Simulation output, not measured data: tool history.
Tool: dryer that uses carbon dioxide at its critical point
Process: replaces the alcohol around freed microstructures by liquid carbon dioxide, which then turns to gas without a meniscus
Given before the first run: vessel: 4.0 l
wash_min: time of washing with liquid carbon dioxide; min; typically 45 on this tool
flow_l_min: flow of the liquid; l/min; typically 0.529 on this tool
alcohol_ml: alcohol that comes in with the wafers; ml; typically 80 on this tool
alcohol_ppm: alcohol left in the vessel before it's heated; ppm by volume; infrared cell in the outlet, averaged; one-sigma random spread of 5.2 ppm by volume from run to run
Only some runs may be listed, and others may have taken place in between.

Run 1, hour 0.0: usual settings. Result: alcohol_ppm 126 ppm by volume.
Run 2, hour 5.4: usual settings. Result: alcohol_ppm 131 ppm by volume.
Run 3, hour 10.0: usual settings. Result: alcohol_ppm 129 ppm by volume.
Run 4, hour 15.2: usual settings. Result: alcohol_ppm 121 ppm by volume.
Run 5, hour 19.4: usual settings. Result: alcohol_ppm 137 ppm by volume.
Run 6, hour 25.9: usual settings. Result: alcohol_ppm 140 ppm by volume.
Run 7, hour 30.5: usual settings. Result: alcohol_ppm 138 ppm by volume.
Run 8, hour 40.5: usual settings but alcohol_ml 36 ml. Result: alcohol_ppm 87 ppm by volume.
Run 9, hour 46.2: usual settings but alcohol_ml 36 ml. Result: alcohol_ppm 83 ppm by volume.
Run 10, hour 50.8: usual settings. Result: alcohol_ppm 143 ppm by volume.
Run 11, hour 57.9: usual settings but wash_min 30 min. Result: alcohol_ppm 685 ppm by volume.
Run 12, hour 63.8: usual settings but wash_min 30 min. Result: alcohol_ppm 669 ppm by volume.
Run 13, hour 73.2: usual settings but wash_min 30 min. Result: alcohol_ppm 696 ppm by volume.
Run 14, hour 78.9: usual settings but wash_min 30 min. Result: alcohol_ppm 694 ppm by volume.
Run 15, hour 88.9: usual settings but flow_l_min 0.661 l/min. Result: alcohol_ppm 71 ppm by volume.
Run 16, hour 94.1: usual settings but flow_l_min 0.661 l/min. Result: alcohol_ppm 78 ppm by volume.
Run 17, hour 102.7: usual settings but flow_l_min 0.661 l/min. Result: alcohol_ppm 78 ppm by volume.
Run 18, hour 109.7: usual settings. Result: alcohol_ppm 172 ppm by volume.
Run 19, hour 118.8: usual settings. Result: alcohol_ppm 175 ppm by volume.
Run 20, hour 124.3: usual settings. Result: alcohol_ppm 177 ppm by volume.
Run 21, hour 131.7: usual settings. Result: alcohol_ppm 185 ppm by volume.
Run 22, hour 140.6: usual settings but flow_l_min 0.691 l/min. Result: alcohol_ppm 86 ppm by volume.
Run 23, hour 149.7: usual settings but flow_l_min 0.691 l/min. Result: alcohol_ppm 92 ppm by volume.
Run 24, hour 157.7: usual settings but flow_l_min 0.691 l/min. Result: alcohol_ppm 89 ppm by volume.
Run 25, hour 164.0: usual settings but wash_min 64 min, flow_l_min 0.331 l/min, alcohol_ml 20 ml. Result: alcohol_ppm 100 ppm by volume.
Run 26, hour 169.3: usual settings but wash_min 42 min, flow_l_min 0.443 l/min, alcohol_ml 32 ml. Result: alcohol_ppm 234 ppm by volume.
Run 27, hour 175.1: usual settings but wash_min 42 min, flow_l_min 0.859 l/min, alcohol_ml 21 ml. Result: alcohol_ppm 46 ppm by volume.
Run 28, hour 185.3: usual settings but wash_min 42 min, flow_l_min 0.859 l/min, alcohol_ml 21 ml. Result: alcohol_ppm 55 ppm by volume.
Run 29, hour 192.3: usual settings but wash_min 64 min, flow_l_min 0.441 l/min, alcohol_ml 21 ml. Result: alcohol_ppm 68 ppm by volume.
At hour 200.2: inlet filter changed.
Run 30, hour 202.1: usual settings but wash_min 40 min, flow_l_min 0.494 l/min, alcohol_ml 33 ml. Result: alcohol_ppm 143 ppm by volume.
Run 31, hour 212.0: usual settings but wash_min 55 min, flow_l_min 0.878 l/min, alcohol_ml 48 ml. Result: alcohol_ppm 53 ppm by volume.
Run 32, hour 216.3: usual settings but wash_min 55 min, flow_l_min 0.878 l/min, alcohol_ml 48 ml. Result: alcohol_ppm 58 ppm by volume.
Run 33, hour 225.6: usual settings but wash_min 52 min, flow_l_min 0.878 l/min, alcohol_ml 107 ml. Result: alcohol_ppm 61 ppm by volume.
Run 34, hour 233.1: usual settings but wash_min 52 min, flow_l_min 0.878 l/min, alcohol_ml 107 ml. Result: alcohol_ppm 61 ppm by volume.
Run 35, hour 238.4: usual settings but wash_min 28 min, flow_l_min 0.767 l/min, alcohol_ml 39 ml. Result: alcohol_ppm 151 ppm by volume.
Run 36, hour 244.1: usual settings but wash_min 41 min, flow_l_min 0.631 l/min, alcohol_ml 34 ml. Result: alcohol_ppm 90 ppm by volume.
Run 37, hour 248.4: usual settings but wash_min 60 min, flow_l_min 0.424 l/min. Result: alcohol_ppm 132 ppm by volume.
Run 38, hour 258.1: usual settings but wash_min 60 min, flow_l_min 0.424 l/min. Result: alcohol_ppm 126 ppm by volume.
Run 39, hour 266.8: usual settings but wash_min 66 min, flow_l_min 0.721 l/min. Result: alcohol_ppm 75 ppm by volume.
Run 40, hour 273.4: usual settings but wash_min 35 min, flow_l_min 0.336 l/min, alcohol_ml 29 ml. Result: alcohol_ppm 561 ppm by volume.
Run 41, hour 277.9: usual settings but wash_min 62 min, flow_l_min 0.336 l/min, alcohol_ml 29 ml. Result: alcohol_ppm 127 ppm by volume.
Run 42, hour 283.4: usual settings but wash_min 62 min, flow_l_min 0.336 l/min, alcohol_ml 29 ml. Result: alcohol_ppm 128 ppm by volume.

Forecast run 43:
Run 43, hour 293.1: usual settings but wash_min 62 min, flow_l_min 0.336 l/min, alcohol_ml 27 ml. Result: alcohol_ppm ?.

{"run 43": {"alcohol_ppm": 128}}
The same run, on a tool lacking any hidden state, would have yielded alcohol_ppm 54 ppm by volume.
